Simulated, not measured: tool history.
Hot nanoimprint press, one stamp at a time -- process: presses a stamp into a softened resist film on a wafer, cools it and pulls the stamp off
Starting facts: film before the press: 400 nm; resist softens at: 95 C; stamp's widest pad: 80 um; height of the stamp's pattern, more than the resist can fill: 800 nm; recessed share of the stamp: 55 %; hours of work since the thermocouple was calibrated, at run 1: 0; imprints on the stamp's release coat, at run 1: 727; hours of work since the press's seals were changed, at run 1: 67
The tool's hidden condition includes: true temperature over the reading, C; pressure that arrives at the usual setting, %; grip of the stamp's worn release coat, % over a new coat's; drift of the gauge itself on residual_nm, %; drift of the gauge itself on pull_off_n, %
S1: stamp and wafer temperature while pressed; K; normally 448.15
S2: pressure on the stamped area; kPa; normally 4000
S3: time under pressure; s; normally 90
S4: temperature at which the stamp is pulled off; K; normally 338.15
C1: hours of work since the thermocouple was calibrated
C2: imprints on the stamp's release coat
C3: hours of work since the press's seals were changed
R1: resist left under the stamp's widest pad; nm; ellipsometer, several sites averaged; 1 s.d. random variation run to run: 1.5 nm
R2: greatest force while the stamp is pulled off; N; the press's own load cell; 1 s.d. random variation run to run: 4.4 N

| run | hour | S1 | S2 | S3 | S4 | C1 | C2 | C3 | R1 | R2 |
|---|---|---|---|---|---|---|---|---|---|---|
| 1 | 0 | 448.15 | 4000 | 90 | 338.15 | 0 | 727 | 67 | 233.1 | 243 |
| 2 | 51.7 | 448.15 | 4000 | 90 | 338.15 | 30 | 840 | 98 | 234.6 | 244 |
| 3 | 113.2 | 448.15 | 4000 | 90 | 338.15 | 67 | 973 | 134 | 233.8 | 266 |
| 4 | 162.2 | 448.15 | 4000 | 90 | 338.15 | 95 | 1080 | 163 | 233.1 | 261 |
| 5 | 227.1 | 448.15 | 4000 | 90 | 338.15 | 134 | 1221 | 201 | 232.2 | 264 |
| 6 | 302.5 | 448.15 | 4000 | 90 | 338.15 | 178 | 1385 | 245 | 231.3 | 272 |
|  | 314.4 | stamp cleaned and given a new release coat |
| 7 | 344.3 | 448.15 | 4000 | 90 | 338.15 | 199 | 65 | 266 | 229.4 | 213 |
| 8 | 408.8 | 448.15 | 4000 | 142 | 338.15 | 237 | 205 | 304 | 197.4 | 229 |
|  | 417 | plate thermocouple calibrated |
| 9 | 479.2 | 448.15 | 4000 | 142 | 338.15 | 37 | 351 | 344 | 194.8 | 228 |
| 10 | 558.7 | 448.15 | 4000 | 142 | 338.15 | 83 | 524 | 390 | 195.3 | 228 |
| 11 | 595.4 | 457.15 | 3050 | 69 | 346.15 | 105 | 604 | 412 | 205.2 | 209 |
| 12 | 629.8 | 442.15 | 3650 | 90 | 326.15 | 125 | 678 | 432 | 283.2 | 277 |
| 13 | 682.2 | 437.15 | 4000 | 90 | 338.15 | 156 | 792 | 463 | 310.5 | 241 |
| 14 | 761.9 | 441.15 | 4080 | 90 | 338.15 | 203 | 966 | 510 | 278.3 | 249 |
| 15 | 839 | 441.15 | 4080 | 90 | 338.15 | 248 | 1133 | 555 | 278.6 | 259 |
|  | 855.9 | plate thermocouple calibrated, once more |
| 16 | 921.8 | 437.15 | 4080 | 90 | 338.15 | 39 | 1307 | 602 | 319.2 | 274 |
|  | 968.6 | stamp cleaned and given a new release coat |
| 17 | 1011.5 | 437.15 | 4080 | 90 | 338.15 | 88 | 93 | 651 | 320.9 | 209 |
| 18 | 1094.6 | 437.15 | 4080 | 90 | 338.15 | 137 | 274 | 700 | 316.8 | 228 |
| 19 | 1167.4 | 452.15 | 5410 | 52 | 328.15 | 180 | 432 | 743 | 222 | 273 |
| 20 | 1247 | 452.15 | 5410 | 52 | 328.15 | 226 | 605 | 790 | 220.3 | 271 |

Predict each of these 3 candidate next runs independently; none follows another, all start after run 20:
| A | 1325.4 | 440.15 | 5080 | 52 | 329.15 | 272 | 776 | 836 | ? | ? |
| B | 1325.4 | 440.15 | 4000 | 90 | 343.15 | 272 | 776 | 836 | ? | ? |
| C | 1325.4 | 452.15 | 5000 | 119 | 345.15 | 272 | 776 | 836 | ? | ? |

| run | R1 | R2 |
|---|---|---|
| A | 313.4 | 274 |
| B | 298 | 219 |
| C | 166.8 | 227 |
Without the tool's unlogged condition, the same runs would have read:
| run | R1 | R2 |
|---|---|---|
| A | 315.4 | 237 |
| B | 301.1 | 190 |
| C | 167.9 | 197 |
